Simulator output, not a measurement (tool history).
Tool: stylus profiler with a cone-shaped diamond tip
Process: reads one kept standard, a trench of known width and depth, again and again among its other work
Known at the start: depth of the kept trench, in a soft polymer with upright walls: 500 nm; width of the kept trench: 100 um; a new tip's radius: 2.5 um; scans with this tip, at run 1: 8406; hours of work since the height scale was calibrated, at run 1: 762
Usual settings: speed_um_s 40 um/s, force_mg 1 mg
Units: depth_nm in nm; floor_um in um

run    hour  speed_um_s  force_mg  scans with this tip  hours of work since the height scale was calibrated  depth_nm  floor_um
  1       0          40         1                 8406                                                  762    502.95     95.18
  2   119.4          40         1                 9426                                                  854    503.25     95.05
  3   212.8          40         1                10224                                                  926    503.17     94.93
  4   323.5          40         1                11170                                                 1012    503.26     94.84
  5     390          40         1                11738                                                 1063    503.31     94.78
  6   497.3          40         1                12654                                                 1147     503.3     94.62
      526.6  -- new tip fitted, height scale calibrated
  7   606.6          40         1                  683                                                   62    502.19     96.45
  8   668.8          60      2.08                 1214                                                  110    503.67     96.31
  9   742.8          60      1.89                 1847                                                  167    503.53     96.11
 10   838.5          36      1.09                 2665                                                  241    502.79     96.11
 11   916.7          36      1.09                 3332                                                  302    502.54     96.01
 12  1000.1          16      2.39                 4045                                                  366    504.29     96.17
 13  1064.6          90      0.69                 4596                                                  416    502.15      95.1
 14  1115.4          20      0.47                 5030                                                  456    501.74     95.85

3 ways to go on from here, each from the tool as it stands after run 14. What would each give?
  A  1215.7          36      1.75                 5887                                                  533         ?         ?
  B  1215.7          17      0.47                 5887                                                  533         ?         ?
  C  1215.7          40      2.08                 5887                                                  533         ?         ?

run  depth_nm  floor_um
  A    503.93     95.77
  B    501.81     95.76
  C    504.07     95.74
Without the tool's hidden state the same runs would have given:
run  depth_nm  floor_um
  A    503.51     96.76
  B    501.39     96.75
  C    503.66     96.73
